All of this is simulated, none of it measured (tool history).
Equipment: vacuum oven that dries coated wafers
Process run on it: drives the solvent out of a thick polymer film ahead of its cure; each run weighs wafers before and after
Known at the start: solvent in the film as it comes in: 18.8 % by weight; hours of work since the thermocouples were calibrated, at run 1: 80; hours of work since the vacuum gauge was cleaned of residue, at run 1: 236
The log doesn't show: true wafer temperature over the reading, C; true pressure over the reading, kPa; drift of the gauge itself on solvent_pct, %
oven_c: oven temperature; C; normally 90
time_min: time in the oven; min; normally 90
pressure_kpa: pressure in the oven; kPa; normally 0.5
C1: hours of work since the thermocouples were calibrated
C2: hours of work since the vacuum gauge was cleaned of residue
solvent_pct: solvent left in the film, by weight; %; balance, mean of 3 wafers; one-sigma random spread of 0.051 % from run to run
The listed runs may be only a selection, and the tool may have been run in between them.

Run 1, hour 0: usual settings; C1 80; C2 236. Result: solvent_pct 0.93 %.
Run 2, hour 13.1: usual settings but pressure_kpa 0.351 kPa; C1 87; C2 243. Result: solvent_pct 0.91 %.
Run 3, hour 26.9: usual settings but pressure_kpa 0.351 kPa; C1 95; C2 251. Result: solvent_pct 1.01 %.
Run 4, hour 37.1: usual settings; C1 101; C2 257. Result: solvent_pct 1.07 %.
Run 5, hour 52.4: usual settings; C1 110; C2 266. Result: solvent_pct 1.09 %.
Run 6, hour 59.6: usual settings but pressure_kpa 1.32 kPa; C1 114; C2 270. Result: solvent_pct 1.24 %.
Run 7, hour 76.4: usual settings; C1 124; C2 280. Result: solvent_pct 1.09 %.
Run 8, hour 93.2: usual settings but pressure_kpa 0.767 kPa; C1 134; C2 290. Result: solvent_pct 1.15 %.
Run 9, hour 110.5: usual settings but pressure_kpa 0.829 kPa; C1 144; C2 300. Result: solvent_pct 1.11 %.
Run 10, hour 121.2: usual settings but pressure_kpa 0.829 kPa; C1 150; C2 306. Result: solvent_pct 1.23 %.
Run 11, hour 136: usual settings; C1 158; C2 314. Result: solvent_pct 1.01 %.
Run 12, hour 149.6: usual settings but oven_c 93 C; C1 166; C2 322. Result: solvent_pct 0.55 %.
Run 13, hour 164.7: usual settings but time_min 83 min; C1 175; C2 331. Result: solvent_pct 1.21 %.
Run 14, hour 174.3: usual settings but time_min 83 min; C1 181; C2 337. Result: solvent_pct 1.22 %.
Run 15, hour 186.6: usual settings but time_min 83 min; C1 188; C2 344. Result: solvent_pct 1.27 %.
Run 16, hour 201.4: usual settings but time_min 83 min; C1 196; C2 352. Result: solvent_pct 1.28 %.
Run 17, hour 217.8: usual settings; C1 206; C2 362. Result: solvent_pct 1.09 %.
Run 18, hour 225.2: usual settings but oven_c 85 C; C1 210; C2 366. Result: solvent_pct 2.24 %.
Run 19, hour 240.6: usual settings but time_min 48 min; C1 219; C2 375. Result: solvent_pct 3.47 %.
Run 20, hour 250.8: usual settings but time_min 48 min; C1 225; C2 381. Result: solvent_pct 3.41 %.
Run 21, hour 267.4: usual settings but time_min 48 min; C1 235; C2 390. Result: solvent_pct 3.48 %.
Run 22, hour 281.9: usual settings but time_min 48 min; C1 243; C2 399. Result: solvent_pct 3.49 %.
Run 23, hour 294.5: usual settings but time_min 48 min; C1 250; C2 406. Result: solvent_pct 3.54 %.
Run 24, hour 302.8: usual settings but pressure_kpa 0.594 kPa; C1 255; C2 411. Result: solvent_pct 1.07 %.
Run 25, hour 320.6: usual settings but time_min 62 min, pressure_kpa 0.872 kPa; C1 265; C2 421. Result: solvent_pct 2.37 %.
Run 26, hour 331.1: usual settings but oven_c 87 C, time_min 74 min; C1 271; C2 427. Result: solvent_pct 2.37 %.
Run 27, hour 338.9: usual settings but pressure_kpa 0.409 kPa; C1 276; C2 432. Result: solvent_pct 1.03 %.
Run 28, hour 356.8: usual settings but oven_c 96 C, pressure_kpa 0.869 kPa; C1 286; C2 442. Result: solvent_pct 0.53 %.
Run 29, hour 368.6: usual settings but oven_c 96 C, pressure_kpa 0.869 kPa; C1 293; C2 449. Result: solvent_pct 0.48 %.
Run 30, hour 385.8: usual settings but oven_c 96 C, pressure_kpa 0.869 kPa; C1 303; C2 459. Result: solvent_pct 0.53 %.
Run 31, hour 395.9: usual settings but oven_c 96 C, pressure_kpa 0.869 kPa; C1 309; C2 465. Result: solvent_pct 0.49 %.
Run 32, hour 410.8: usual settings but oven_c 96 C, pressure_kpa 0.869 kPa; C1 318; C2 474. Result: solvent_pct 0.51 %.
Run 33, hour 425.9: usual settings but oven_c 93 C, time_min 51 min; C1 326; C2 482. Result: solvent_pct 2.25 %.
Run 34, hour 439.7: usual settings but oven_c 76 C, pressure_kpa 1.758 kPa; C1 334; C2 490. Result: solvent_pct 6.07 %.
Run 35, hour 455: usual settings but oven_c 98 C, time_min 98 min, pressure_kpa 0.308 kPa; C1 343; C2 499. Result: solvent_pct 0.13 %.
Run 36, hour 465.5: usual settings but time_min 98 min, pressure_kpa 0.302 kPa; C1 349; C2 505. Result: solvent_pct 0.88 %.
Run 37, hour 482: usual settings but oven_c 100 C, pressure_kpa 1.312 kPa; C1 359; C2 515. Result: solvent_pct 0.35 %.
Run 38, hour 491.3: usual settings but oven_c 104 C, time_min 79 min, pressure_kpa 0.393 kPa; C1 364; C2 520. Result: solvent_pct 0.08 %.
Run 39, hour 508.9: usual settings but oven_c 98 C, time_min 74 min, pressure_kpa 0.616 kPa; C1 374; C2 530. Result: solvent_pct 0.47 %.
Run 40, hour 521.7: usual settings but oven_c 98 C, time_min 74 min, pressure_kpa 0.351 kPa; C1 382; C2 538. Result: solvent_pct 0.41 %.
Run 41, hour 530.4: usual settings but oven_c 93 C, time_min 73 min, pressure_kpa 0.471 kPa; C1 387; C2 543. Result: solvent_pct 1.2 %.
Run 42, hour 542.3: usual settings but oven_c 86 C, time_min 87 min, pressure_kpa 0.815 kPa; C1 394; C2 550. Result: solvent_pct 2.27 %.
Run 43, hour 555.3: usual settings but oven_c 79 C, time_min 149 min, pressure_kpa 0.439 kPa; C1 401; C2 557. Result: solvent_pct 2.02 %.
Run 44, hour 564.9: usual settings but time_min 82 min; C1 407; C2 563. Result: solvent_pct 1.38 %.
Run 45, hour 577.2: usual settings but time_min 82 min; C1 414; C2 570. Result: solvent_pct 1.45 %.
Run 46, hour 587.4: usual settings but oven_c 82 C, time_min 82 min; C1 420; C2 576. Result: solvent_pct 3.8 %.
Run 47, hour 600.7: usual settings but oven_c 82 C, time_min 82 min; C1 428; C2 584. Result: solvent_pct 3.79 %.

Alternative continuations, all from the tool just after run 47; predict every row:
Run A, hour 611.3: usual settings but pressure_kpa 0.26 kPa; C1 434; C2 590. Result: solvent_pct ?.
Run B, hour 611.3: usual settings but oven_c 84 C, time_min 53 min, pressure_kpa 1.257 kPa; C1 434; C2 590. Result: solvent_pct ?.
Run C, hour 611.3: usual settings but oven_c 99 C, pressure_kpa 1.914 kPa; C1 434; C2 590. Result: solvent_pct ?.
Run D, hour 611.3: usual settings but pressure_kpa 0.251 kPa; C1 434; C2 590. Result: solvent_pct ?.

run  solvent_pct
  A         1.08
  B         5.54
  C         0.57
  D         1.02
With the hidden condition removed and each run's random variation left untouched, the same runs would have given:
run  solvent_pct
  A         0.79
  B         4.97
  C         0.47
  D         0.74
